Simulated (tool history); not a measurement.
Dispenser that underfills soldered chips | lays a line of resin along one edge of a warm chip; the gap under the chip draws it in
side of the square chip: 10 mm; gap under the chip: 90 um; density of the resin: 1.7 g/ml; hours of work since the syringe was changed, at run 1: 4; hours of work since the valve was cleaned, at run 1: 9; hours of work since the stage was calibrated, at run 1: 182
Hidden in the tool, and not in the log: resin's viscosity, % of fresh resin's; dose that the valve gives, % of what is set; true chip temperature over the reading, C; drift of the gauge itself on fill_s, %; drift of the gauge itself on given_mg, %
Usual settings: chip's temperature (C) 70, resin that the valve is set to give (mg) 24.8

| run | hour | chip's temperature (C) | resin that the valve is set to give (mg) | hours of work since the syringe was changed | hours of work since the valve was cleaned | hours of work since the stage was calibrated | time until the resin shows at the far edge (s) | resin that the valve gave (mg) |
|---|---|---|---|---|---|---|---|---|
| 1 | 0 | 70 | 24.8 | 4 | 9 | 182 | 22.7 | 24.62 |
|  | 3.5 | new syringe of resin |
| 2 | 7.8 | 70 | 25.3 | 3 | 15 | 188 | 21.7 | 25.03 |
|  | 11.8 | new syringe of resin |
| 3 | 15.2 | 63 | 24.8 | 3 | 20 | 193 | 30.9 | 24.51 |
|  | 20.5 | new syringe of resin |
| 4 | 22.4 | 63 | 24.8 | 2 | 26 | 199 | 28 | 24.4 |
| 5 | 26.5 | 70 | 24.8 | 5 | 29 | 202 | 24.4 | 24.35 |
|  | 28.8 | new syringe of resin |
| 6 | 34.2 | 70 | 24.8 | 4 | 35 | 208 | 23.4 | 24.23 |
|  | 37.2 | new syringe of resin |
| 7 | 39.6 | 81 | 24.8 | 2 | 39 | 212 | 12.4 | 24.25 |
|  | 45.4 | new syringe of resin |
| 8 | 45.7 | 70 | 30.8 | 0 | 43 | 217 | 17.7 | 29.83 |
| 9 | 53.2 | 70 | 30.8 | 6 | 49 | 223 | 26.1 | 29.67 |
|  | 54.1 | new syringe of resin |
| 10 | 61.1 | 70 | 30.8 | 6 | 55 | 229 | 25.4 | 29.73 |
|  | 62.7 | new syringe of resin |
| 11 | 68.8 | 70 | 24.8 | 5 | 61 | 235 | 24.6 | 23.83 |
|  | 70.9 | new syringe of resin |
| 12 | 76.7 | 70 | 24.8 | 5 | 67 | 241 | 25 | 23.57 |
|  | 79.4 | new syringe of resin |
|  | 80.9 | dispensing valve cleaned and set on the balance |
| 13 | 84.8 | 70 | 24.8 | 4 | 3 | 246 | 22.9 | 24.74 |
|  | 89 | new syringe of resin |
| 14 | 92.1 | 72 | 24.8 | 2 | 9 | 252 | 19.3 | 24.49 |
|  | 97.4 | new syringe of resin |
| 15 | 97.8 | 70 | 24.8 | 0 | 13 | 256 | 17.6 | 24.44 |
| 16 | 103.7 | 70 | 26.1 | 5 | 18 | 261 | 24.7 | 25.62 |
|  | 105.9 | new syringe of resin |
| 17 | 108.9 | 70 | 26.1 | 2 | 22 | 265 | 19.8 | 25.49 |
|  | 114.1 | new syringe of resin |
| 18 | 116.2 | 59 | 23.6 | 2 | 27 | 270 | 34.8 | 23.28 |
|  | 122.6 | new syringe of resin |
| 19 | 123.5 | 59 | 23.6 | 1 | 33 | 276 | 32.4 | 23.06 |
| 20 | 127 | 59 | 31.6 | 3 | 35 | 278 | 38.8 | 31.01 |
|  | 131.4 | new syringe of resin |
| 21 | 132.9 | 56 | 30.2 | 1 | 40 | 283 | 38.2 | 29.42 |
| 22 | 138.6 | 74 | 30.5 | 6 | 44 | 287 | 22.2 | 29.49 |
|  | 140 | new syringe of resin |
| 23 | 144.8 | 77 | 23.2 | 4 | 49 | 292 | 17 | 22.48 |
|  | 148.6 | new syringe of resin |
| 24 | 151.3 | 70 | 24.8 | 2 | 54 | 297 | 21.1 | 23.92 |
|  | 156.9 | new syringe of resin |
| 25 | 157.3 | 56 | 21.1 | 0 | 59 | 302 | 38 | 20.26 |
| 26 | 162.2 | 56 | 21.1 | 4 | 63 | 305 | 50.4 | 20.04 |

Forecast run 27:
|  | 165.2 | new syringe of resin |
| 27 | 165.8 | 69 | 25.3 | 0 | 65 | 308 | ? | ? |

time until the resin shows at the far edge (s): 18.9
resin that the valve gave (mg): 24.21
Without the tool's hidden state the same run would have given time until the resin shows at the far edge (s) 17.3, resin that the valve gave (mg) 25.32.
